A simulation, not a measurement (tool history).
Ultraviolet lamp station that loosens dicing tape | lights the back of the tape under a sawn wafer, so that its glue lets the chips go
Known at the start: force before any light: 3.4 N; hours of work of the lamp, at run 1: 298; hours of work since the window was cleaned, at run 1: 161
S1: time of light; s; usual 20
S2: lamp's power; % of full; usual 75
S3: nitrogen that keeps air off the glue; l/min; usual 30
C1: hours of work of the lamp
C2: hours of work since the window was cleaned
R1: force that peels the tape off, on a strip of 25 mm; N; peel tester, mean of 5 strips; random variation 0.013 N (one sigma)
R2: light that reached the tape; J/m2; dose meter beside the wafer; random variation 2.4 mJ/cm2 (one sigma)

| run | hour | S1 | S2 | S3 | C1 | C2 | R1 | R2 |
|---|---|---|---|---|---|---|---|---|
| 1 | 0.0 | 20 | 75 | 30 | 298 | 161 | 0.610 | 2440 |
| 2 | 18.6 | 20 | 75 | 30 | 306 | 169 | 0.654 | 2490 |
| 3 | 44.1 | 20 | 75 | 30 | 317 | 180 | 0.654 | 2460 |
| 4 | 63.5 | 20 | 75 | 30 | 325 | 188 | 0.644 | 2450 |
| 5 | 90.5 | 20 | 75 | 30 | 337 | 200 | 0.643 | 2430 |
| 6 | 113.6 | 20 | 74 | 30 | 347 | 210 | 0.672 | 2370 |
| 7 | 151.0 | 20 | 74 | 30 | 363 | 226 | 0.693 | 2440 |
| 8 | 177.0 | 29 | 75 | 30 | 374 | 237 | 0.410 | 3460 |
| 9 | 212.8 | 29 | 75 | 30 | 389 | 252 | 0.421 | 3460 |
| 10 | 238.0 | 29 | 75 | 30 | 400 | 263 | 0.396 | 3440 |
| 11 | 271.7 | 20 | 75 | 30 | 415 | 278 | 0.669 | 2360 |
| 12 | 301.8 | 32 | 100 | 39 | 427 | 290 | 0.245 | 5080 |
| 13 | 332.5 | 32 | 100 | 39 | 440 | 304 | 0.248 | 5010 |
| 14 | 356.8 | 20 | 74 | 11 | 451 | 314 | 1.078 | 2330 |
| 15 | 389.6 | 20 | 75 | 10 | 465 | 328 | 1.063 | 2320 |
| 16 | 426.2 | 17 | 92 | 13 | 481 | 344 | 0.960 | 2390 |
| 17 | 451.7 | 17 | 69 | 10 | 492 | 355 | 1.385 | 1830 |
| 18 | 481.7 | 17 | 69 | 10 | 504 | 367 | 1.372 | 1760 |
| 19 | 504.3 | 11 | 61 | 18 | 514 | 377 | 1.785 | 1020 |

Run 20 comes next. What will it give?
| 20 | 523.1 | 17 | 77 | 10 | 522 | 385 | ? | ? |

{"run 20": {"R1": 1.286, "R2": 1990}}
Without the tool's hidden state the same run would have given R1 1.104 N, R2 2320 J/m2.
